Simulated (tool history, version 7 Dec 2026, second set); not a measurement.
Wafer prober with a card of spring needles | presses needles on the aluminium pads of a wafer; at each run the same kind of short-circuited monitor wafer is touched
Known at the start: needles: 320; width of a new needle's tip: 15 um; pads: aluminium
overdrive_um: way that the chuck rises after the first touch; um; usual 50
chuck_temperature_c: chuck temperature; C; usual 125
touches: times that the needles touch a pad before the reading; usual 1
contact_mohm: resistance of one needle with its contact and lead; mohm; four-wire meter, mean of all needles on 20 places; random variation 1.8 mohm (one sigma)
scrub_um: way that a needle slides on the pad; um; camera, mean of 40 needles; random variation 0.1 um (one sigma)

run,hour,overdrive_um,chuck_temperature_c,touches,contact_mohm,scrub_um
1,0.0,50,125,1,227,8.61
# hour 1.4: tips cleaned on abrasive film
# hour 7.1: tips cleaned on abrasive film
2,9.4,50,125,1,209,8.47
# hour 12.4: tips cleaned on abrasive film
# hour 18.4: tips cleaned on abrasive film
3,20.9,50,125,1,214,8.46
# hour 24.3: tips cleaned on abrasive film
# hour 29.9: tips cleaned on abrasive film
# hour 36.2: tips cleaned on abrasive film
4,36.2,50,125,1,190,8.34
# hour 42.1: tips cleaned on abrasive film
# hour 47.5: tips cleaned on abrasive film
5,48.7,50,125,1,203,8.35
# hour 53.4: tips cleaned on abrasive film
# hour 59.0: tips cleaned on abrasive film
6,62.1,50,125,1,221,8.29
# hour 64.3: tips cleaned on abrasive film
# hour 70.6: tips cleaned on abrasive film
7,70.9,50,125,1,197,8.48
# hour 76.0: tips cleaned on abrasive film
# hour 81.5: tips cleaned on abrasive film
8,84.6,50,125,1,221,8.25
# hour 87.0: tips cleaned on abrasive film
# hour 92.5: tips cleaned on abrasive film
# hour 97.9: tips cleaned on abrasive film
9,99.0,50,125,1,204,8.05
# hour 104.2: tips cleaned on abrasive film
# hour 110.0: tips cleaned on abrasive film
10,110.0,50,125,1,192,8.14
# hour 116.4: tips cleaned on abrasive film
# hour 121.8: tips cleaned on abrasive film
11,125.1,50,125,1,227,8.21
# hour 126.6: height of the first contact set anew
# hour 128.0: tips cleaned on abrasive film
12,132.3,40,28,1,253,6.35
# hour 133.7: tips cleaned on abrasive film
# hour 139.8: tips cleaned on abrasive film
13,143.3,48,43,3,192,7.68
# hour 145.3: tips cleaned on abrasive film
14,149.6,48,43,3,191,7.63
# hour 150.9: tips cleaned on abrasive film
# hour 156.7: tips cleaned on abrasive film
# hour 162.4: tips cleaned on abrasive film
15,163.8,48,43,3,184,7.44
# hour 168.0: tips cleaned on abrasive film
16,170.9,39,125,1,262,6.01
# hour 173.9: tips cleaned on abrasive film
# hour 179.3: tips cleaned on abrasive film
17,182.0,41,51,1,235,6.33
# hour 185.1: tips cleaned on abrasive film
# hour 191.1: tips cleaned on abrasive film
18,191.3,66,28,1,168,10.34
# hour 196.4: tips cleaned on abrasive film
# hour 197.6: height of the first contact set anew, once more
19,199.4,50,53,1,206,8.79
# hour 202.7: tips cleaned on abrasive film
# hour 208.7: tips cleaned on abrasive film
20,211.8,35,51,1,249,6.17
# hour 214.7: tips cleaned on abrasive film
# hour 220.4: tips cleaned on abrasive film
21,221.8,35,51,1,222,5.86
# hour 226.2: tips cleaned on abrasive film
# hour 232.0: tips cleaned on abrasive film
22,234.8,70,42,1,188,12.09

4 ways to go on from here, each from the tool as it stands after run 22. What would each give?
# hour 237.9: tips cleaned on abrasive film
A,242.3,61,77,2,?,?
# hour 237.9: tips cleaned on abrasive film
B,242.3,57,35,1,?,?
# hour 237.9: tips cleaned on abrasive film
C,242.3,41,125,2,?,?
# hour 237.9: tips cleaned on abrasive film
D,242.3,41,42,1,?,?

run,contact_mohm,scrub_um
A,195,10.43
B,207,9.92
C,228,6.86
D,244,7.14
Without the tool's hidden state the same runs would have given:
run,contact_mohm,scrub_um
A,173,10.56
B,167,10.05
C,188,6.99
D,172,7.27

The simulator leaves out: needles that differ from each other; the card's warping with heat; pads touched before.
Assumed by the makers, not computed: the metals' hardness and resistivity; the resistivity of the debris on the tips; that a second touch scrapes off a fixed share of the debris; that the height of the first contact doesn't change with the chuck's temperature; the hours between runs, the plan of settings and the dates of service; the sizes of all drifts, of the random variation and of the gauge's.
